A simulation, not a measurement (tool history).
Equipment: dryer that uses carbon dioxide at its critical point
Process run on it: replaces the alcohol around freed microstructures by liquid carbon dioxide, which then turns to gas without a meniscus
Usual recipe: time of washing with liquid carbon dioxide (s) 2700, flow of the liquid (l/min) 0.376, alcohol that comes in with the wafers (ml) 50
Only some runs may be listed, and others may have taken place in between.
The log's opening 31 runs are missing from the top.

run,day,time of washing with liquid carbon dioxide (s),flow of the liquid (l/min),alcohol that comes in with the wafers (ml),hours of work since the filter was changed,hours of work since the purifier's bed was changed,alcohol left in the vessel before it's heated (ppm by volume)
# day 10.371: inlet filter changed
32,10.696,3120,0.414,69,5,282,58
33,10.908,1800,0.633,97,8,285,68
34,11.208,1800,0.633,97,12,289,64
35,11.483,2340,0.229,101,16,293,1168
36,11.779,1680,0.477,50,20,297,127
37,11.983,1680,0.477,50,23,300,128
38,12.308,1860,0.542,33,28,305,68
39,12.804,1860,0.542,33,35,312,69
40,13.021,1860,0.306,109,38,315,922
41,13.429,1860,0.306,109,44,321,902
42,13.758,2520,0.564,103,48,325,68
43,14.242,2520,0.564,103,55,332,74
44,14.642,2520,0.564,103,61,338,66
45,14.988,2520,0.564,103,66,343,63
46,15.212,2520,0.564,103,69,346,60
47,15.438,3480,0.591,50,72,349,67

Predict each of these 4 candidate next runs independently; none follows another, all start after run 47:
A,15.871,2700,0.376,23,78,355,?
B,15.871,3480,0.232,50,78,355,?
C,15.871,3480,0.385,50,78,355,?
D,15.871,1980,0.423,107,78,355,?

run,alcohol left in the vessel before it's heated (ppm by volume)
A,85
B,144
C,70
D,175
Without the tool's hidden state the same runs would have given:
run,alcohol left in the vessel before it's heated (ppm by volume)
A,16
B,73
C,4
D,100
